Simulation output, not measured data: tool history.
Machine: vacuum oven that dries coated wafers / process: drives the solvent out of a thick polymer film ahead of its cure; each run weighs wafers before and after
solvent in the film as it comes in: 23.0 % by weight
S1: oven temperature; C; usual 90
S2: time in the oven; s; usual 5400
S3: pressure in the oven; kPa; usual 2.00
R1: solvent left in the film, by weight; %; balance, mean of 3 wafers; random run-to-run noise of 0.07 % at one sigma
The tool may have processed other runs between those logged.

run   hour   S1    S2    S3     R1
  1    0.0   90  5400  2.00   5.10
  2   13.0   90  5400  2.00   5.01
  3   27.8   90  5400  2.00   4.93
  4   38.8   90  5400  2.00   5.02
  5   47.5   90  5400  2.00   5.05
  6   57.0   90  5400  6.29   8.36
  7   71.9   90  3720  2.00   7.25
  8   84.9   90  7080  2.00   3.74
  9   95.0   90  5400  1.32   4.54
 10  102.6   90  5400  1.25   4.53
 11  113.6   90  5400  1.25   4.58
 12  124.1   87  5400  2.00   6.52
 13  138.1   87  5400  2.00   6.53
 14  145.4   90  5400  2.00   5.18
 15  153.8   90  5400  2.00   4.99
 16  165.7   90  5400  2.00   5.17
 17  173.5   90  5400  2.00   5.09
 18  185.6   88  8580  1.45   3.08
 19  193.8   88  8580  1.45   3.25
 20  204.7   87  5400  1.03   5.71
 21  216.3   87  5400  1.03   5.80
 22  230.6   87  6540  1.29   4.96
 23  238.8   79  3060  2.00  14.30
 24  248.0   98  5400  3.26   3.21
 25  261.8   98  5400  3.26   3.09
 26  269.7  104  4500  2.00   1.58
 27  283.9  104  4500  2.00   1.56
 28  298.3  104  4500  2.00   1.52
 29  306.7   83  4500  6.95  13.92

Hidden state or all else? Some run-to-run changes of R1, split into what the settings, what came in and random variation would give without the hidden state, and what is left for the hidden state (with any gauge scatter that isn't in both results):
Hidden conditions of the tool in this case: true wafer temperature over the reading, C; true pressure over the reading, kPa; drift of the gauge itself on solvent_pct, %.
Run 22 -> 23: S1 87 -> 79, S2 6540 -> 3060, S3 1.29 -> 2.00. R1 +9.34 %: hidden state -0.04, all else +9.38.
Run 23 -> 24: S1 79 -> 98, S2 3060 -> 5400, S3 2.00 -> 3.26. R1 -11.09 %: hidden state -0.02, all else -11.07.
Run 28 -> 29: S1 104 -> 83, S3 2.00 -> 6.95. R1 +12.40 %: hidden state +0.12, all else +12.28.
